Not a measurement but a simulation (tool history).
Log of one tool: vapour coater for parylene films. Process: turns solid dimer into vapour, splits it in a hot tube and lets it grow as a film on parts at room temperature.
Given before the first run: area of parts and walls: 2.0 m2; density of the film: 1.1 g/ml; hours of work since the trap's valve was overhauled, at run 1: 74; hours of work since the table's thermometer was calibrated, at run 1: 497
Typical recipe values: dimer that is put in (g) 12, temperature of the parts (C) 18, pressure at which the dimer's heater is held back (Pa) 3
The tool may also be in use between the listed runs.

run    hour  dimer that is put in (g)  temperature of the parts (C)  pressure at which the dimer's heater is held back (Pa)  hours of work since the trap's valve was overhauled  hours of work since the table's thermometer was calibrated  thickness of the film (um)
  1       0                        12                            18                                                       3                                                   74                                                         497                        4.03
  2      41                        12                            18                                                    3.14                                                   94                                                         517                        4.07
  3    70.9                        12                            18                                                    3.14                                                  108                                                         532                        4.02
  4   109.9                        12                            18                                                    8.06                                                  127                                                         551                        3.77
  5   138.4                        12                            18                                                    8.06                                                  141                                                         564                        3.77
  6     173                        12                            18                                                    8.06                                                  158                                                         581                        3.77
  7   204.9                        12                            18                                                    8.06                                                  173                                                         597                        3.79
  8   246.8                        12                            18                                                    9.22                                                  194                                                         617                        3.75
  9   289.3                        17                            18                                                    9.22                                                  214                                                         638                        5.29
 10   313.5                        12                            18                                                       3                                                  226                                                         649                        4.06
 11   353.7                        12                            18                                                       3                                                  245                                                         669                        4.08
 12   398.9                        12                            22                                                       3                                                  267                                                         691                        3.38
 13   430.7                        12                            22                                                       3                                                  283                                                         706                        3.37
 14   457.2                        12                            22                                                       3                                                  296                                                         719                        3.35
 15   484.4                        12                            22                                                       3                                                  309                                                         732                        3.35
 16     514                        12                            22                                                       3                                                  323                                                         747                        3.35
 17   551.7                        12                            22                                                       3                                                  342                                                         765                        3.38
 18   574.5                        12                            18                                                       3                                                  353                                                         776                        4.06
 19   608.8                        12                            18                                                       3                                                  369                                                         793                        4.11
 20   643.8                         7                            10                                                    2.41                                                  386                                                         810                        3.18
 21   687.5                        13                            18                                                    9.94                                                  407                                                         831                        4.07
 22   709.3                        13                            18                                                    9.94                                                  418                                                         841                         4.1
 23   739.5                        11                            19                                                    5.76                                                  433                                                         856                        3.46
 24   776.3                        15                            26                                                    5.76                                                  450                                                         874                        3.36
 25   798.1                        12                            14                                                    8.28                                                  461                                                         884                        4.66
 26   822.2                        12                            14                                                    8.28                                                  473                                                         896                        4.65
 27   863.5                        12                            14                                                    8.28                                                  493                                                         916                        4.65
 28     901                        12                            14                                                    8.28                                                  511                                                         934                        4.66
 29   925.8                        12                            27                                                    3.98                                                  523                                                         946                        2.63
 30   956.8                        19                            27                                                    3.98                                                  538                                                         961                        4.21
 31   991.4                        10                            16                                                    6.63                                                  555                                                         978                        3.61
 32  1018.5                        10                            23                                                    6.63                                                  568                                                         991                        2.59
     1033.6  -- gauge calibrated
 33  1056.6                         7                            18                                                    6.64                                                  586                                                        1010                        2.23
 34  1082.3                         6                            18                                                   11.46                                                  599                                                        1022                        1.86
 35  1127.6                         9                            18                                                   11.26                                                  621                                                        1044                        2.76
     1149.4  -- trap's valve overhauled
 36  1160.3                         9                            24                                                    2.41                                                    5                                                        1058                         2.3
 37  1185.3                         9                            24                                                    2.41                                                   17                                                        1070                        2.31

Take each entry between the runs: how does the hidden state at the last listed run before it differ from the hidden state at the first listed run after it?
From run 32 to run 33: gauge calibrated (hour 1033.6)
  drift of the gauge itself on film_um, %: 2.92 -> 0.07
  difference, measured minus the result without the unlogged condition, thickness of the film (um): +0.07 -> +0
From run 35 to run 36: trap's valve overhauled (hour 1149.4)
  vapour lost through the trap's worn valve, %: 0.2 -> 0; drift of the gauge itself on film_um, %: 0.27 -> 0.35
  difference, measured minus the result without the unlogged condition, thickness of the film (um): +0 -> +0.01
